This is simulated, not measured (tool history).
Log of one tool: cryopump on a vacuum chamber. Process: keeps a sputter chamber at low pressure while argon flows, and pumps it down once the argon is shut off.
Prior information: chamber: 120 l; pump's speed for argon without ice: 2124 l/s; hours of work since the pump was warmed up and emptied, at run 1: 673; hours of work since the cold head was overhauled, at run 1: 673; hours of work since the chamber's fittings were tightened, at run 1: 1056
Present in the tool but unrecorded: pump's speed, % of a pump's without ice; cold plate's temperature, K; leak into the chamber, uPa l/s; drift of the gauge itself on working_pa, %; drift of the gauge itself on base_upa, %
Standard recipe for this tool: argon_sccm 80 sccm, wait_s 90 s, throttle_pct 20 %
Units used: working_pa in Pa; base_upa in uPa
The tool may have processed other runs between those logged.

run,hour,argon_sccm,wait_s,throttle_pct,hours of work since the pump was warmed up and emptied,hours of work since the cold head was overhauled,hours of work since the chamber's fittings were tightened,working_pa,base_upa
1,0,80,90,20,673,673,1056,0.3295,2.65
2,11.9,80,21,20,681,681,1063,0.333,4.55
3,28.8,80,21,20,691,691,1074,0.3345,4.62
4,56.9,80,38,20,709,709,1092,0.3321,3.52
5,80.9,80,38,20,725,725,1107,0.3329,3.52
6,96.7,80,38,20,735,735,1117,0.334,3.7
7,119.2,80,90,53,749,749,1131,0.1361,2.89
8,135.4,153,37,24,759,759,1142,0.5369,3.72
9,163.1,97,90,49,777,777,1159,0.1774,2.96
10,187.7,97,90,45,793,793,1175,0.1936,2.95
11,208.5,127,71,37,806,806,1188,0.2986,3.12
12,235.5,156,71,30,823,823,1206,0.4455,3.16

3 ways to go on from here, each from the tool as it stands after run 12. What would each give?
A,260.3,86,90,20,839,839,1221,?,?
B,260.3,150,144,53,839,839,1221,?,?
C,260.3,34,138,55,839,839,1221,?,?

run,working_pa,base_upa
A,0.363,3.02
B,0.2563,2.84
C,0.0574,2.88
Without the tool's hidden state the same runs would have given:
run,working_pa,base_upa
A,0.3442,0.72
B,0.2238,0.52
C,0.05,0.55
